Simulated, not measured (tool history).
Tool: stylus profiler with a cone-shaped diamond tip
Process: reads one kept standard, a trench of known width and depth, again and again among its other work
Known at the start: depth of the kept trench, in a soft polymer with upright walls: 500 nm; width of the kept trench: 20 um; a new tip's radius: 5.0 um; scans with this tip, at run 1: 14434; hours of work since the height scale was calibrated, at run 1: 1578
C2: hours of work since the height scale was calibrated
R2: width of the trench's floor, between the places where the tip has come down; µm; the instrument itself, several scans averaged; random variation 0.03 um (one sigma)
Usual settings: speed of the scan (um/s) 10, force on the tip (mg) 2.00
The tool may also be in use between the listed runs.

{"run": 1, "hour": 0.0, "speed of the scan (um/s)": 10, "force on the tip (mg)": 2.0, "scans with this tip": 14434, "C2": 1578, "depth of the trench (Å)": 5066.7, "R2": 13.14}
{"run": 2, "hour": 117.1, "speed of the scan (um/s)": 10, "force on the tip (mg)": 2.0, "scans with this tip": 14936, "C2": 1633, "depth of the trench (Å)": 5066.2, "R2": 13.08}
{"run": 3, "hour": 172.5, "speed of the scan (um/s)": 10, "force on the tip (mg)": 2.0, "scans with this tip": 15174, "C2": 1659, "depth of the trench (Å)": 5067.7, "R2": 13.04}
{"run": 4, "hour": 263.4, "speed of the scan (um/s)": 10, "force on the tip (mg)": 3.48, "scans with this tip": 15564, "C2": 1701, "depth of the trench (Å)": 5089.1, "R2": 12.99}
{"hour": 352.0, "done": "height scale calibrated on a step standard"}
{"run": 5, "hour": 352.0, "speed of the scan (um/s)": 10, "force on the tip (mg)": 3.48, "scans with this tip": 15942, "C2": 0, "depth of the trench (Å)": 5099.7, "R2": 12.91}
{"run": 6, "hour": 440.3, "speed of the scan (um/s)": 10, "force on the tip (mg)": 3.48, "scans with this tip": 16321, "C2": 41, "depth of the trench (Å)": 5102.3, "R2": 12.89}
{"run": 7, "hour": 496.9, "speed of the scan (um/s)": 10, "force on the tip (mg)": 5.26, "scans with this tip": 16563, "C2": 68, "depth of the trench (Å)": 5123.7, "R2": 12.88}
{"run": 8, "hour": 555.9, "speed of the scan (um/s)": 10, "force on the tip (mg)": 5.26, "scans with this tip": 16816, "C2": 96, "depth of the trench (Å)": 5125.3, "R2": 12.86}
{"hour": 644.6, "done": "new tip fitted, height scale calibrated"}
{"run": 9, "hour": 662.9, "speed of the scan (um/s)": 10, "force on the tip (mg)": 2.02, "scans with this tip": 79, "C2": 9, "depth of the trench (Å)": 5047.5, "R2": 15.63}
{"run": 10, "hour": 716.6, "speed of the scan (um/s)": 10, "force on the tip (mg)": 2.02, "scans with this tip": 309, "C2": 34, "depth of the trench (Å)": 5048.7, "R2": 15.57}
{"hour": 787.8, "done": "height scale calibrated on a step standard, once more"}
{"run": 11, "hour": 837.2, "speed of the scan (um/s)": 10, "force on the tip (mg)": 2.02, "scans with this tip": 824, "C2": 23, "depth of the trench (Å)": 5048.1, "R2": 15.43}
{"run": 12, "hour": 952.8, "speed of the scan (um/s)": 10, "force on the tip (mg)": 2.02, "scans with this tip": 1320, "C2": 77, "depth of the trench (Å)": 5049.3, "R2": 15.35}
{"run": 13, "hour": 1043.8, "speed of the scan (um/s)": 10, "force on the tip (mg)": 2.02, "scans with this tip": 1710, "C2": 120, "depth of the trench (Å)": 5049.2, "R2": 15.25}
{"run": 14, "hour": 1159.3, "speed of the scan (um/s)": 10, "force on the tip (mg)": 2.02, "scans with this tip": 2206, "C2": 174, "depth of the trench (Å)": 5050.1, "R2": 15.16}
{"run": 15, "hour": 1268.5, "speed of the scan (um/s)": 10, "force on the tip (mg)": 0.99, "scans with this tip": 2674, "C2": 225, "depth of the trench (Å)": 5032.9, "R2": 15.1}
{"run": 16, "hour": 1377.0, "speed of the scan (um/s)": 10, "force on the tip (mg)": 0.99, "scans with this tip": 3140, "C2": 276, "depth of the trench (Å)": 5032.8, "R2": 15.07}
{"run": 17, "hour": 1443.3, "speed of the scan (um/s)": 6, "force on the tip (mg)": 0.99, "scans with this tip": 3424, "C2": 307, "depth of the trench (Å)": 5031.5, "R2": 14.96}
{"run": 18, "hour": 1530.6, "speed of the scan (um/s)": 6, "force on the tip (mg)": 0.99, "scans with this tip": 3799, "C2": 348, "depth of the trench (Å)": 5033.3, "R2": 14.87}
{"run": 19, "hour": 1602.2, "speed of the scan (um/s)": 6, "force on the tip (mg)": 0.99, "scans with this tip": 4106, "C2": 382, "depth of the trench (Å)": 5032.7, "R2": 14.84}
{"run": 20, "hour": 1685.7, "speed of the scan (um/s)": 6, "force on the tip (mg)": 0.99, "scans with this tip": 4464, "C2": 421, "depth of the trench (Å)": 5034.2, "R2": 14.77}
{"run": 21, "hour": 1742.4, "speed of the scan (um/s)": 6, "force on the tip (mg)": 0.99, "scans with this tip": 4707, "C2": 448, "depth of the trench (Å)": 5034.9, "R2": 14.74}
{"run": 22, "hour": 1823.9, "speed of the scan (um/s)": 6, "force on the tip (mg)": 0.99, "scans with this tip": 5057, "C2": 486, "depth of the trench (Å)": 5035.0, "R2": 14.61}
{"run": 23, "hour": 1917.0, "speed of the scan (um/s)": 6, "force on the tip (mg)": 0.99, "scans with this tip": 5456, "C2": 530, "depth of the trench (Å)": 5034.8, "R2": 14.62}
{"run": 24, "hour": 1971.4, "speed of the scan (um/s)": 3, "force on the tip (mg)": 2.0, "scans with this tip": 5690, "C2": 555, "depth of the trench (Å)": 5053.4, "R2": 14.53}
{"run": 25, "hour": 2095.2, "speed of the scan (um/s)": 3, "force on the tip (mg)": 2.0, "scans with this tip": 6220, "C2": 613, "depth of the trench (Å)": 5056.2, "R2": 14.41}
{"run": 26, "hour": 2182.8, "speed of the scan (um/s)": 7, "force on the tip (mg)": 2.0, "scans with this tip": 6597, "C2": 654, "depth of the trench (Å)": 5054.9, "R2": 14.31}
{"run": 27, "hour": 2286.1, "speed of the scan (um/s)": 18, "force on the tip (mg)": 0.95, "scans with this tip": 7040, "C2": 703, "depth of the trench (Å)": 5037.0, "R2": 14.28}
{"run": 28, "hour": 2385.7, "speed of the scan (um/s)": 2, "force on the tip (mg)": 1.0, "scans with this tip": 7467, "C2": 749, "depth of the trench (Å)": 5040.2, "R2": 14.18}
{"run": 29, "hour": 2450.6, "speed of the scan (um/s)": 21, "force on the tip (mg)": 1.35, "scans with this tip": 7745, "C2": 780, "depth of the trench (Å)": 5045.1, "R2": 14.13}
{"run": 30, "hour": 2575.8, "speed of the scan (um/s)": 22, "force on the tip (mg)": 5.08, "scans with this tip": 8282, "C2": 838, "depth of the trench (Å)": 5102.8, "R2": 14.07}
{"run": 31, "hour": 2655.3, "speed of the scan (um/s)": 34, "force on the tip (mg)": 4.7, "scans with this tip": 8623, "C2": 876, "depth of the trench (Å)": 5094.5, "R2": 14.01}
{"run": 32, "hour": 2775.8, "speed of the scan (um/s)": 11, "force on the tip (mg)": 1.03, "scans with this tip": 9140, "C2": 932, "depth of the trench (Å)": 5040.8, "R2": 13.93}
{"run": 33, "hour": 2888.4, "speed of the scan (um/s)": 11, "force on the tip (mg)": 5.15, "scans with this tip": 9623, "C2": 985, "depth of the trench (Å)": 5102.9, "R2": 13.86}
{"run": 34, "hour": 2956.6, "speed of the scan (um/s)": 11, "force on the tip (mg)": 5.15, "scans with this tip": 9916, "C2": 1017, "depth of the trench (Å)": 5103.8, "R2": 13.75}
{"run": 35, "hour": 3076.7, "speed of the scan (um/s)": 10, "force on the tip (mg)": 2.78, "scans with this tip": 10431, "C2": 1073, "depth of the trench (Å)": 5073.0, "R2": 13.67}
{"run": 36, "hour": 3145.4, "speed of the scan (um/s)": 7, "force on the tip (mg)": 2.78, "scans with this tip": 10726, "C2": 1106, "depth of the trench (Å)": 5073.6, "R2": 13.68}
{"run": 37, "hour": 3241.3, "speed of the scan (um/s)": 5, "force on the tip (mg)": 0.76, "scans with this tip": 11137, "C2": 1150, "depth of the trench (Å)": 5038.5, "R2": 13.61}
{"run": 38, "hour": 3318.8, "speed of the scan (um/s)": 5, "force on the tip (mg)": 0.76, "scans with this tip": 11469, "C2": 1187, "depth of the trench (Å)": 5038.1, "R2": 13.5}
{"run": 39, "hour": 3426.0, "speed of the scan (um/s)": 4, "force on the tip (mg)": 5.86, "scans with this tip": 11929, "C2": 1237, "depth of the trench (Å)": 5113.8, "R2": 13.46}
{"run": 40, "hour": 3498.2, "speed of the scan (um/s)": 7, "force on the tip (mg)": 4.11, "scans with this tip": 12239, "C2": 1271, "depth of the trench (Å)": 5091.1, "R2": 13.42}
{"run": 41, "hour": 3590.8, "speed of the scan (um/s)": 2, "force on the tip (mg)": 4.95, "scans with this tip": 12636, "C2": 1314, "depth of the trench (Å)": 5103.0, "R2": 13.38}
{"run": 42, "hour": 3693.6, "speed of the scan (um/s)": 2, "force on the tip (mg)": 4.95, "scans with this tip": 13077, "C2": 1363, "depth of the trench (Å)": 5106.0, "R2": 13.37}
{"run": 43, "hour": 3812.9, "speed of the scan (um/s)": 3, "force on the tip (mg)": 0.9, "scans with this tip": 13589, "C2": 1419, "depth of the trench (Å)": 5045.1, "R2": 13.27}
{"run": 44, "hour": 3926.2, "speed of the scan (um/s)": 10, "force on the tip (mg)": 0.78, "scans with this tip": 14075, "C2": 1472, "depth of the trench (Å)": 5043.0, "R2": 13.11}
{"run": 45, "hour": 4001.3, "speed of the scan (um/s)": 10, "force on the tip (mg)": 0.78, "scans with this tip": 14397, "C2": 1507, "depth of the trench (Å)": 5044.8, "R2": 13.08}
{"run": 46, "hour": 4111.5, "speed of the scan (um/s)": 10, "force on the tip (mg)": 0.78, "scans with this tip": 14870, "C2": 1559, "depth of the trench (Å)": 5046.2, "R2": 13.02}

The same runs without the tool's hidden state, with the same run-to-run variation:
The hidden state here: radius of the tip, um; height scale over the true one, %; drift of the gauge itself on depth_nm, %; drift of the gauge itself on floor_um, %.
run=1 depth_of_the_trench_(Å)=5048.9 R2=15.60
run=2 depth_of_the_trench_(Å)=5047.7 R2=15.62
run=3 depth_of_the_trench_(Å)=5048.8 R2=15.61
run=4 depth_of_the_trench_(Å)=5069.7 R2=15.61
run=5 depth_of_the_trench_(Å)=5067.7 R2=15.58
run=6 depth_of_the_trench_(Å)=5069.8 R2=15.61
run=7 depth_of_the_trench_(Å)=5090.8 R2=15.63
run=8 depth_of_the_trench_(Å)=5092.0 R2=15.65
run=9 depth_of_the_trench_(Å)=5048.6 R2=15.62
run=10 depth_of_the_trench_(Å)=5049.5 R2=15.62
run=11 depth_of_the_trench_(Å)=5048.3 R2=15.58
run=12 depth_of_the_trench_(Å)=5048.8 R2=15.62
run=13 depth_of_the_trench_(Å)=5048.2 R2=15.60
run=14 depth_of_the_trench_(Å)=5048.4 R2=15.60
run=15 depth_of_the_trench_(Å)=5030.6 R2=15.63
run=16 depth_of_the_trench_(Å)=5029.9 R2=15.69
run=17 depth_of_the_trench_(Å)=5028.1 R2=15.63
run=18 depth_of_the_trench_(Å)=5029.5 R2=15.62
run=19 depth_of_the_trench_(Å)=5028.4 R2=15.65
run=20 depth_of_the_trench_(Å)=5029.4 R2=15.65
run=21 depth_of_the_trench_(Å)=5029.7 R2=15.67
run=22 depth_of_the_trench_(Å)=5029.4 R2=15.60
run=23 depth_of_the_trench_(Å)=5028.6 R2=15.68
run=24 depth_of_the_trench_(Å)=5046.9 R2=15.64
run=25 depth_of_the_trench_(Å)=5049.0 R2=15.61
run=26 depth_of_the_trench_(Å)=5047.2 R2=15.58
run=27 depth_of_the_trench_(Å)=5028.6 R2=15.62
run=28 depth_of_the_trench_(Å)=5031.2 R2=15.60
run=29 depth_of_the_trench_(Å)=5035.8 R2=15.60
run=30 depth_of_the_trench_(Å)=5092.6 R2=15.63
run=31 depth_of_the_trench_(Å)=5083.8 R2=15.63
run=32 depth_of_the_trench_(Å)=5029.5 R2=15.64
run=33 depth_of_the_trench_(Å)=5090.8 R2=15.65
run=34 depth_of_the_trench_(Å)=5091.2 R2=15.59
run=35 depth_of_the_trench_(Å)=5059.9 R2=15.60
run=36 depth_of_the_trench_(Å)=5060.1 R2=15.65
run=37 depth_of_the_trench_(Å)=5024.6 R2=15.65
run=38 depth_of_the_trench_(Å)=5023.8 R2=15.59
run=39 depth_of_the_trench_(Å)=5098.6 R2=15.62
run=40 depth_of_the_trench_(Å)=5075.6 R2=15.62
run=41 depth_of_the_trench_(Å)=5086.9 R2=15.64
run=42 depth_of_the_trench_(Å)=5089.3 R2=15.70
run=43 depth_of_the_trench_(Å)=5027.8 R2=15.67
run=44 depth_of_the_trench_(Å)=5025.0 R2=15.58
run=45 depth_of_the_trench_(Å)=5026.4 R2=15.60
run=46 depth_of_the_trench_(Å)=5027.2 R2=15.61
